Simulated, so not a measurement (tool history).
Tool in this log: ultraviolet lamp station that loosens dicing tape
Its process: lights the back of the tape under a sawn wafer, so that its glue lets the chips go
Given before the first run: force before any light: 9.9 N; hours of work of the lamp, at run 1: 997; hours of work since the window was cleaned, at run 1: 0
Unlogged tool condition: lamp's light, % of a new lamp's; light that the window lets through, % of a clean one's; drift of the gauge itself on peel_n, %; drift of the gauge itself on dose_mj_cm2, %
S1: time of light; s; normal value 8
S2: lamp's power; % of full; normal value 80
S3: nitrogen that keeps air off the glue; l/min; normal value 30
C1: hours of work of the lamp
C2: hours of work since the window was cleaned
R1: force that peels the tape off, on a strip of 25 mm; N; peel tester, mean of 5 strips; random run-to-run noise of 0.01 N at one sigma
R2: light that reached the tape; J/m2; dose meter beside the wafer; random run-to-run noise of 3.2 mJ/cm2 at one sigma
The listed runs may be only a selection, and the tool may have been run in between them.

run     day  S1  S2  S3    C1   C2     R1    R2
  1   0.000   8  80  30   997    0  0.752  3840
  2   1.679   8  80  30  1022   25  0.776  3830
  3   4.346   8  80  10  1062   65  1.610  3770
  4   6.654   8  80  10  1097  100  1.693  3690
  5   9.583   8  80  30  1141  144  0.870  3630
  6  12.762   8  80  30  1188  191  0.896  3500
  7  16.679   8  80  30  1247  250  0.979  3420
  8  20.033   8  80  30  1297  300  0.990  3320
  9  23.746   8  80  30  1353  356  1.102  3240
 10  26.142   8  80  30  1389  392  1.114  3130
 11  29.738   6  80  30  1443  445  1.934  2310
 12  32.704   6  80  30  1487  490  1.935  2230
 13  35.029   6  70  30  1522  525  2.470  1980
 14  36.658   6  70  30  1546  549  2.446  1940
 15  39.971   8  80  30  1596  599  1.424  2790
 16  41.783   8  80  30  1623  626  1.450  2810
     44.188  -- window cleaned of glue's vapour
 17  45.704   8  80  30  1681   23  1.170  3130
 18  48.242   8  80  30  1719   61  1.166  3070
 19  50.321   8  80  59  1751   92  0.868  3050
 20  51.933   8  80  59  1775  116  0.860  2980
 21  53.938   8  80  59  1805  146  0.910  2920
     55.683  -- lamp changed
 22  56.929   8  80  59    19  190  0.359  4810
 23  58.792   8  80  59    47  218  0.358  4770
 24  62.604   5  69  16   104  275  2.352  2450
 25  64.867  14  69  16   138  309  0.385  6830
 26  68.567   8  85  13   193  364  0.944  4690
 27  70.988   8  85  13   229  401  0.959  4580
 28  74.525  15  85  13   282  454  0.330  8430
 29  77.467   8  69  30   326  498  0.887  3600
 30  79.996   9  69  30   364  536  0.703  3950
 31  83.908  11  67  59   423  594  0.379  4550
 32  87.717   6  80  30   480  651  1.290  2900
     88.496  -- window cleaned of glue's vapour
 33  89.588   6  80  30   507   16  0.978  3350
 34  92.988   6  80  30   558   67  1.082  3320

Run 35 has not been measured yet. What should we expect?
 35  95.667  14  94  22  598  107   ?   ?

{"run 35": {"R1": 0.255, "R2": 8860}}
Minus the tool's unlogged condition, the same run would have read R1 0.241 N, R2 10410 J/m2.

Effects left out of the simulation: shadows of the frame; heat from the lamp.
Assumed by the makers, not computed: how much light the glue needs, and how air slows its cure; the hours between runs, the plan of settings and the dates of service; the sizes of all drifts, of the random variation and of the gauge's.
